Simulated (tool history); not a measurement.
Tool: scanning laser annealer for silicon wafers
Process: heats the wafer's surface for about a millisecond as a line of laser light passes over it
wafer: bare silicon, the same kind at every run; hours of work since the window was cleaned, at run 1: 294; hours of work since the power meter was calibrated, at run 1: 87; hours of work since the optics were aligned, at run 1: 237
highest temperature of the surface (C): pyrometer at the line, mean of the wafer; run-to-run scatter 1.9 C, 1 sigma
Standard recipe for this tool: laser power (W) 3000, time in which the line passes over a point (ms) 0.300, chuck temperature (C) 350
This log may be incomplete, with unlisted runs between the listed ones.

run	hour	laser power (W)	time in which the line passes over a point (ms)	chuck temperature (C)	hours of work since the window was cleaned	hours of work since the power meter was calibrated	hours of work since the optics were aligned	highest temperature of the surface (C)
1	0.0	3000	0.300	350	294	87	237	1162
2	11.2	2662	0.300	350	300	93	243	1050
3	21.7	2662	0.300	350	306	99	249	1049
4	28.1	2662	0.300	350	310	102	252	1045
5	35.0	2662	0.300	350	313	106	256	1043
6	46.4	2662	0.300	350	320	112	262	1044
7	58.7	2662	0.300	350	327	119	269	1045
8	70.6	2662	0.269	350	333	126	275	1004
9	78.3	2662	0.269	350	337	130	280	1001
10	87.4	2662	0.269	350	342	135	285	1002
11	96.5	2662	0.269	350	347	140	290	1004
12	103.6	2662	0.270	350	351	144	294	1002
13	118.2	2662	0.270	350	359	152	302	1005
14	125.0	2662	0.270	350	363	156	305	1003
15	137.8	3009	0.270	350	370	163	313	1116
16	147.8	3000	0.345	350	376	168	318	1232
17	154.6	3000	0.345	350	379	172	322	1232
18	165.0	2852	0.218	350	385	178	328	979
19	174.1	2852	0.218	350	390	183	333	978
20	186.4	2826	0.218	357	397	190	339	977
21	192.7	2588	0.300	344	400	193	343	1012
22	199.5	3130	0.351	359	404	197	347	1301
23	214.1	3130	0.229	359	412	205	355	1091
24	223.0	3130	0.229	370	417	210	360	1100
25	233.3	2924	0.264	350	423	216	365	1075
26	245.6	2693	0.210	360	430	222	372	934
27	257.0	2580	0.244	350	436	229	378	942
28	266.5	2580	0.251	350	441	234	384	946
29	280.0	3000	0.268	350	449	241	391	1111
30	294.7	2816	0.258	342	457	249	399	1025
31	302.7	2816	0.258	342	461	254	404	1027

Below, some changes in highest temperature of the surface (C) between adjacent runs. For each, the amount present without the hidden state too (settings, incoming material, random variation) and the amount remaining for the hidden state with gauge scatter not shared by both compared results:
The hidden state here: light that passes the window, % of a clean one's; laser's true power over the reading, %; width of the line over the set one, %; drift of the gauge itself on peak_c, C.
Run 10 -> 11: settings left as they were, no log entry in between. highest temperature of the surface (C) +2: hidden state -1, all else +3.
Run 11 -> 12: time in which the line passes over a point (ms) 0.269 -> 0.270. highest temperature of the surface (C) -2: hidden state +1, all else -3.
Run 13 -> 14: settings left as they were, no log entry in between. highest temperature of the surface (C) -2: hidden state -1, all else -1.
Run 17 -> 18: laser power (W) 3000 -> 2852, time in which the line passes over a point (ms) 0.345 -> 0.218. highest temperature of the surface (C) -253: hidden state +0, all else -253.
Run 21 -> 22: laser power (W) 2588 -> 3130, time in which the line passes over a point (ms) 0.300 -> 0.351, chuck temperature (C) 344 -> 359. highest temperature of the surface (C) +289: hidden state -1, all else +290.
Run 22 -> 23: time in which the line passes over a point (ms) 0.351 -> 0.229. highest temperature of the surface (C) -210: hidden state +1, all else -211.

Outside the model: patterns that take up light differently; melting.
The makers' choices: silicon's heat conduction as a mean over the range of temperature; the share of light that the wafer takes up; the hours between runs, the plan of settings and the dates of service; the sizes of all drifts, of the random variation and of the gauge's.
